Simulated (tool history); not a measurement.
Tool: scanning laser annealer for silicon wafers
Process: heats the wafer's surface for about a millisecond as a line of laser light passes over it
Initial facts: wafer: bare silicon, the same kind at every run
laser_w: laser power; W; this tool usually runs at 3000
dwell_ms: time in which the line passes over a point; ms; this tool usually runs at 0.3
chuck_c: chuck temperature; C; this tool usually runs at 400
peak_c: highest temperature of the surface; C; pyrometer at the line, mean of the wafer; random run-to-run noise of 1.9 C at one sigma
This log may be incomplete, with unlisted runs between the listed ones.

{"run": 1, "hour": 0.0, "laser_w": 3000, "dwell_ms": 0.3, "chuck_c": 400, "peak_c": 1169}
{"run": 2, "hour": 13.9, "laser_w": 3000, "dwell_ms": 0.3, "chuck_c": 400, "peak_c": 1168}
{"run": 3, "hour": 36.2, "laser_w": 3000, "dwell_ms": 0.3, "chuck_c": 400, "peak_c": 1167}
{"run": 4, "hour": 48.3, "laser_w": 2676, "dwell_ms": 0.3, "chuck_c": 400, "peak_c": 1079}
{"run": 5, "hour": 74.3, "laser_w": 3000, "dwell_ms": 0.3, "chuck_c": 400, "peak_c": 1168}
{"run": 6, "hour": 93.7, "laser_w": 3000, "dwell_ms": 0.3, "chuck_c": 400, "peak_c": 1165}
{"run": 7, "hour": 118.9, "laser_w": 3000, "dwell_ms": 0.3, "chuck_c": 400, "peak_c": 1164}
{"run": 8, "hour": 144.8, "laser_w": 3000, "dwell_ms": 0.3, "chuck_c": 400, "peak_c": 1162}
{"run": 9, "hour": 160.6, "laser_w": 3000, "dwell_ms": 0.3, "chuck_c": 400, "peak_c": 1157}
{"run": 10, "hour": 172.8, "laser_w": 3000, "dwell_ms": 0.276, "chuck_c": 400, "peak_c": 1136}
{"run": 11, "hour": 200.7, "laser_w": 3000, "dwell_ms": 0.276, "chuck_c": 400, "peak_c": 1130}
{"run": 12, "hour": 214.9, "laser_w": 3000, "dwell_ms": 0.3, "chuck_c": 400, "peak_c": 1158}
{"run": 13, "hour": 230.6, "laser_w": 3000, "dwell_ms": 0.3, "chuck_c": 400, "peak_c": 1154}
{"run": 14, "hour": 248.3, "laser_w": 3000, "dwell_ms": 0.324, "chuck_c": 389, "peak_c": 1171}
{"run": 15, "hour": 263.3, "laser_w": 3000, "dwell_ms": 0.324, "chuck_c": 389, "peak_c": 1168}
{"run": 16, "hour": 276.3, "laser_w": 3000, "dwell_ms": 0.377, "chuck_c": 400, "peak_c": 1232}
{"hour": 280.4, "done": "window over the wafer cleaned"}
{"run": 17, "hour": 298.1, "laser_w": 2934, "dwell_ms": 0.215, "chuck_c": 419, "peak_c": 1042}
{"run": 18, "hour": 318.2, "laser_w": 2934, "dwell_ms": 0.215, "chuck_c": 419, "peak_c": 1047}
{"hour": 325.2, "done": "window over the wafer cleaned, once more"}
{"run": 19, "hour": 333.4, "laser_w": 2934, "dwell_ms": 0.215, "chuck_c": 419, "peak_c": 1084}
{"run": 20, "hour": 352.4, "laser_w": 2934, "dwell_ms": 0.215, "chuck_c": 419, "peak_c": 1086}

What does the tool deliver on the next run?
{"run": 21, "hour": 373.9, "laser_w": 3115, "dwell_ms": 0.24, "chuck_c": 398, "peak_c": "?"}

peak_c: 1139 C
Were there no unlogged condition in the tool, this run, its random variation unchanged, would have produced peak_c 1160 C.
